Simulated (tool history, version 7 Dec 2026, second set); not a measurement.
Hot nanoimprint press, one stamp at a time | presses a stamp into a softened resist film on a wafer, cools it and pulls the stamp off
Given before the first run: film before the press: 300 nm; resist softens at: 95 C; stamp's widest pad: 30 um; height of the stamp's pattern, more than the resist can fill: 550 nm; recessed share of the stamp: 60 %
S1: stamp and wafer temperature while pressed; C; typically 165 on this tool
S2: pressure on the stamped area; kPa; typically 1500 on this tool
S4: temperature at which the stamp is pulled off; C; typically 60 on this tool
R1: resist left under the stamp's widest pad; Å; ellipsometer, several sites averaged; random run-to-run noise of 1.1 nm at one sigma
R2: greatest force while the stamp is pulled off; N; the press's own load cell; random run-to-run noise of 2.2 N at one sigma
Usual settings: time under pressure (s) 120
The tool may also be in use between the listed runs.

run 1 hour=0.0 | S1=165 S2=1500 time_under_pressure_(s)=120 S4=60 | R1=1710 R2=111
run 2 hour=10.6 | S1=165 S2=1500 time_under_pressure_(s)=120 S4=50 | R1=1735 R2=149
run 3 hour=20.5 | S1=165 S2=1500 time_under_pressure_(s)=120 S4=50 | R1=1730 R2=146
run 4 hour=32.8 | S1=165 S2=1500 time_under_pressure_(s)=120 S4=50 | R1=1758 R2=151
run 5 hour=48.7 | S1=165 S2=1500 time_under_pressure_(s)=69 S4=60 | R1=2019 R2=125
run 6 hour=56.0 | S1=165 S2=1500 time_under_pressure_(s)=69 S4=60 | R1=2025 R2=126
run 7 hour=69.2 | S1=165 S2=1340 time_under_pressure_(s)=120 S4=60 | R1=1839 R2=122
run 8 hour=77.9 | S1=165 S2=1210 time_under_pressure_(s)=120 S4=60 | R1=1923 R2=127
run 9 hour=89.8 | S1=165 S2=1500 time_under_pressure_(s)=120 S4=60 | R1=1726 R2=129
run 10 hour=103.1 | S1=165 S2=1500 time_under_pressure_(s)=120 S4=60 | R1=1724 R2=131
run 11 hour=118.1 | S1=165 S2=1500 time_under_pressure_(s)=120 S4=60 | R1=1748 R2=137
run 12 hour=133.9 | S1=165 S2=1500 time_under_pressure_(s)=120 S4=60 | R1=1769 R2=131
run 13 hour=150.6 | S1=165 S2=1500 time_under_pressure_(s)=120 S4=60 | R1=1740 R2=139
run 14 hour=162.7 | S1=165 S2=1500 time_under_pressure_(s)=120 S4=60 | R1=1751 R2=135
run 15 hour=170.7 | S1=165 S2=1500 time_under_pressure_(s)=120 S4=60 | R1=1749 R2=131
run 16 hour=181.5 | S1=177 S2=1500 time_under_pressure_(s)=122 S4=60 | R1=1321 R2=135
run 17 hour=194.5 | S1=177 S2=1500 time_under_pressure_(s)=122 S4=60 | R1=1291 R2=133

Run 18 comes next. What will it give?
run 18 hour=208.8 | S1=177 S2=1500 time_under_pressure_(s)=122 S4=60 | R1=? R2=?

{"run 18": {"R1": 1318, "R2": 141}}
The same run, on a tool lacking any hidden state, would have yielded R1 1274 Å, R2 96 N.
